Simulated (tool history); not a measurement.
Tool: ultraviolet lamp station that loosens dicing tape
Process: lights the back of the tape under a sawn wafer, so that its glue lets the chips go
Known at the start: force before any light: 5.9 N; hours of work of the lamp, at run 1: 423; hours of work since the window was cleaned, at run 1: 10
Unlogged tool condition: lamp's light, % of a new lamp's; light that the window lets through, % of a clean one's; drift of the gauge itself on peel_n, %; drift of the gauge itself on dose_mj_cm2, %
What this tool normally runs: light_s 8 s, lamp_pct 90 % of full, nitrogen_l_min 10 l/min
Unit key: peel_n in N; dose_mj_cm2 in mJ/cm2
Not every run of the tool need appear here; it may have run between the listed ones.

run   hour  light_s  lamp_pct  nitrogen_l_min  hours of work of the lamp  hours of work since the window was cleaned  peel_n  dose_mj_cm2
  1    0.0        8        90              10                        423                                          10   0.718          199
  2   33.4        8        90              10                        450                                          36   0.748          196
  3   68.8        8        90              10                        478                                          64   0.767          193
  4   89.9        8        90              10                        494                                          81   0.764          192
  5  122.7        8        90               5                        520                                         107   1.213          191
     127.3  -- window cleaned of glue's vapour
  6  159.4        5        65               4                        549                                          25   3.013           81
  7  203.1        5        65               4                        583                                          60   3.156           78
     217.4  -- window cleaned of glue's vapour, once more
  8  231.6        5        65               4                        605                                          11   2.996           86
  9  265.1        8        90               8                        632                                          38   0.890          187
 10  286.3        4        90               3                        649                                          55   2.933           94

Each row is a separate what-if for the run after 10, all from the same tool condition, not one after another. Results?
  A  322.8       11        64               5                        678                                          83       ?            ?
  B  322.8        9        97              10                        678                                          83       ?            ?
  C  322.8       12        77               3                        678                                          83       ?            ?
  D  322.8        8        83              10                        678                                          83       ?            ?

run  peel_n  dose_mj_cm2
  A   1.278          177
  B   0.605          217
  C   1.122          233
  D   1.005          167
Stripped of hidden state, with their random variation kept, the same runs would have yielded:
run  peel_n  dose_mj_cm2
  A   0.873          225
  B   0.373          277
  C   0.742          297
  D   0.653          213
